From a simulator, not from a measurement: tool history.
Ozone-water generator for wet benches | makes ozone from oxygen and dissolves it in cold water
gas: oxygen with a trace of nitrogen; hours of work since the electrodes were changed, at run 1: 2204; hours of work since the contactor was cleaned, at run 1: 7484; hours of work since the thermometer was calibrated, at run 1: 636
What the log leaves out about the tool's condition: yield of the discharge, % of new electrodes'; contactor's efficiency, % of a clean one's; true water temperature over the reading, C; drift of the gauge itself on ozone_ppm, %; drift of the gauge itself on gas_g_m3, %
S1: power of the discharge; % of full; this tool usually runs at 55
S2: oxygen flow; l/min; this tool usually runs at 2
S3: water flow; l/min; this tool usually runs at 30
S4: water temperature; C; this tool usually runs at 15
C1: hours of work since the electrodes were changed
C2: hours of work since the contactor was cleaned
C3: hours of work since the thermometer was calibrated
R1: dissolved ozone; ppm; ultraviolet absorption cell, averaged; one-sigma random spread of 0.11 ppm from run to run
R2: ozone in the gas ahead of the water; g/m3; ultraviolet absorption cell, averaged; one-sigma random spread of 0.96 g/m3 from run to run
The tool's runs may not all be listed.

| run | hour | S1 | S2 | S3 | S4 | C1 | C2 | C3 | R1 | R2 |
|---|---|---|---|---|---|---|---|---|---|---|
| 1 | 0 | 55 | 2 | 30 | 15 | 2204 | 7484 | 636 | 6.1 | 165.1 |
| 2 | 44.3 | 55 | 2 | 30 | 15 | 2244 | 7524 | 676 | 6 | 164 |
| 3 | 137.5 | 55 | 2 | 30 | 15 | 2328 | 7608 | 761 | 5.9 | 165.6 |
| 4 | 195.7 | 55 | 2 | 30 | 15 | 2381 | 7660 | 813 | 5.9 | 164.7 |
| 5 | 271.5 | 55 | 3.04 | 30 | 15 | 2449 | 7729 | 881 | 7 | 138.8 |
| 6 | 366.8 | 55 | 3.04 | 30 | 15 | 2535 | 7815 | 967 | 7.2 | 138.3 |
| 7 | 432.7 | 55 | 3.04 | 30 | 15 | 2595 | 7874 | 1027 | 7.1 | 138.6 |
| 8 | 528.1 | 55 | 2.88 | 30 | 15 | 2681 | 7960 | 1113 | 6.9 | 141.9 |
| 9 | 576.1 | 55 | 2 | 30 | 15 | 2724 | 8004 | 1156 | 6 | 167 |
| 10 | 651.1 | 55 | 2 | 30 | 15 | 2792 | 8071 | 1224 | 6 | 166.2 |
| 11 | 721.6 | 55 | 2 | 30 | 15 | 2855 | 8135 | 1288 | 6 | 168.3 |
| 12 | 807.2 | 91 | 2 | 30 | 15 | 2933 | 8212 | 1365 | 8.4 | 234.3 |
| 13 | 906.8 | 91 | 2 | 30 | 15 | 3023 | 8302 | 1455 | 8.2 | 235.7 |
| 14 | 985.3 | 91 | 2 | 30 | 15 | 3094 | 8373 | 1526 | 8.2 | 234.5 |
| 15 | 1057.9 | 55 | 2 | 30 | 15 | 3159 | 8439 | 1591 | 6 | 165.5 |
| 16 | 1152.8 | 55 | 2 | 30 | 22 | 3245 | 8524 | 1677 | 5.7 | 165.3 |
| 17 | 1238 | 55 | 2 | 30 | 15 | 3322 | 8601 | 1754 | 5.8 | 167.1 |
| 18 | 1295.2 | 55 | 2 | 30 | 15 | 3373 | 8653 | 1805 | 6.1 | 165.5 |
| 19 | 1361 | 85 | 3.51 | 30 | 9 | 3433 | 8712 | 1865 | 10.4 | 177.1 |
| 20 | 1402.1 | 85 | 3.51 | 30 | 9 | 3470 | 8749 | 1902 | 10.5 | 178.7 |
| 21 | 1465.6 | 85 | 3.51 | 30 | 9 | 3527 | 8806 | 1959 | 10.5 | 178.5 |
| 22 | 1515 | 85 | 3.51 | 30 | 9 | 3572 | 8851 | 2004 | 10.4 | 178.2 |
| 23 | 1597.4 | 55 | 1.08 | 30 | 17 | 3646 | 8925 | 2078 | 4.6 | 215.4 |
| 24 | 1657.1 | 55 | 1.94 | 30 | 8 | 3700 | 8979 | 2132 | 6 | 169 |
| 25 | 1715.5 | 97 | 1.94 | 30 | 8 | 3752 | 9032 | 2185 | 9.1 | 251.4 |
| 26 | 1797.3 | 97 | 1.94 | 30 | 8 | 3826 | 9106 | 2259 | 9 | 250.9 |
| 27 | 1871.5 | 97 | 1.94 | 30 | 8 | 3893 | 9173 | 2325 | 9 | 252.9 |
|  | 1910.4 | contactor cleaned |
| 28 | 1920.6 | 97 | 1.94 | 30 | 8 | 3934 | 9 | 2366 | 9 | 251.5 |
| 29 | 2007.9 | 97 | 1.94 | 46 | 19 | 4013 | 88 | 2445 | 5.4 | 253 |
| 30 | 2071.5 | 55 | 3.21 | 28 | 15 | 4070 | 145 | 2502 | 7.8 | 137.1 |
| 31 | 2164.8 | 55 | 3.21 | 28 | 15 | 4154 | 230 | 2587 | 7.6 | 140.1 |
| 32 | 2253.9 | 81 | 1.51 | 31 | 20 | 4235 | 310 | 2667 | 6.5 | 246.5 |
| 33 | 2350.2 | 55 | 2.19 | 30 | 15 | 4322 | 397 | 2754 | 6.1 | 163.4 |

Here are 4 independent what-if runs from the current tool condition. What would each one return?
| A | 2446.7 | 44 | 1.21 | 30 | 15 | 4409 | 484 | 2841 | ? | ? |
| B | 2446.7 | 82 | 2.19 | 30 | 15 | 4409 | 484 | 2841 | ? | ? |
| C | 2446.7 | 55 | 3.45 | 28 | 15 | 4409 | 484 | 2841 | ? | ? |
| D | 2446.7 | 55 | 2 | 30 | 19 | 4409 | 484 | 2841 | ? | ? |

| run | R1 | R2 |
|---|---|---|
| A | 4 | 178.3 |
| B | 8.2 | 214.8 |
| C | 7.8 | 134.3 |
| D | 5.9 | 168.3 |
What these runs would have given with no unlogged condition in the tool:
| run | R1 | R2 |
|---|---|---|
| A | 4 | 173.9 |
| B | 8.2 | 209.6 |
| C | 7.8 | 131 |
| D | 5.9 | 164.1 |

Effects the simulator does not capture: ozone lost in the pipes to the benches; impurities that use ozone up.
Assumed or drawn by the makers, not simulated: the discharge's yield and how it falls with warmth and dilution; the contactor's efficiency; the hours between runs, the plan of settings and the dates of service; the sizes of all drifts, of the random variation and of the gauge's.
